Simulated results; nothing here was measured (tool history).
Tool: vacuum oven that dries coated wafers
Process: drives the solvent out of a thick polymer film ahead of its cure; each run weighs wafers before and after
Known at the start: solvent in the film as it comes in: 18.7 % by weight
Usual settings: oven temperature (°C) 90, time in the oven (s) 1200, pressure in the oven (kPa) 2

Run 1, day 0: usual settings. Result: solvent left in the film (%) 1.46.
Run 2, day 3.871: usual settings but time in the oven (s) 900. Result: solvent left in the film (%) 2.27.
Run 3, day 7.321: usual settings but time in the oven (s) 1020. Result: solvent left in the film (%) 1.88.
Run 4, day 10.5: usual settings. Result: solvent left in the film (%) 1.36.
Run 5, day 15.642: usual settings. Result: solvent left in the film (%) 1.44.
Run 6, day 18.138: usual settings but oven temperature (°C) 103. Result: solvent left in the film (%) 0.41.
Run 7, day 22.279: usual settings but oven temperature (°C) 103. Result: solvent left in the film (%) 0.42.
Run 8, day 26.633: usual settings but oven temperature (°C) 103. Result: solvent left in the film (%) 0.39.
Run 9, day 29.167: usual settings but oven temperature (°C) 103. Result: solvent left in the film (%) 0.4.
Run 10, day 31.8: usual settings but oven temperature (°C) 86, time in the oven (s) 1140, pressure in the oven (kPa) 2.5. Result: solvent left in the film (%) 2.48.
Run 11, day 33.929: usual settings but oven temperature (°C) 86, time in the oven (s) 1140, pressure in the oven (kPa) 2.5. Result: solvent left in the film (%) 2.42.
Run 12, day 37.654: usual settings but oven temperature (°C) 97, time in the oven (s) 1980, pressure in the oven (kPa) 4.57. Result: solvent left in the film (%) 0.91.
At day 39.946: oven's thermocouples calibrated.
Run 13, day 41.725: usual settings but oven temperature (°C) 97, time in the oven (s) 1260, pressure in the oven (kPa) 2.72. Result: solvent left in the film (%) 0.99.
Run 14, day 44.233: usual settings but oven temperature (°C) 97, time in the oven (s) 1260, pressure in the oven (kPa) 2.72. Result: solvent left in the film (%) 0.92.
Run 15, day 49.171: usual settings but oven temperature (°C) 100, time in the oven (s) 2040, pressure in the oven (kPa) 1.58. Result: solvent left in the film (%) 0.43.

Forecast each of these 4 alternatives for the next run:
Run A, day 53.004: usual settings but oven temperature (°C) 100, time in the oven (s) 1620, pressure in the oven (kPa) 1.58. Result: solvent left in the film (%) ?.
Run B, day 53.004: usual settings but time in the oven (s) 1680. Result: solvent left in the film (%) ?.
Run C, day 53.004: usual settings but oven temperature (°C) 105, time in the oven (s) 1500, pressure in the oven (kPa) 6.05. Result: solvent left in the film (%) ?.
Run D, day 53.004: usual settings but oven temperature (°C) 100, time in the oven (s) 600, pressure in the oven (kPa) 1.58. Result: solvent left in the film (%) ?.

run  solvent left in the film (%)
  A                          0.38
  B                          1.21
  C                          1.04
  D                          1.71
Without the tool's hidden state the same runs would have given:
run  solvent left in the film (%)
  A                          0.31
  B                          1.13
  C                          0.99
  D                          1.69

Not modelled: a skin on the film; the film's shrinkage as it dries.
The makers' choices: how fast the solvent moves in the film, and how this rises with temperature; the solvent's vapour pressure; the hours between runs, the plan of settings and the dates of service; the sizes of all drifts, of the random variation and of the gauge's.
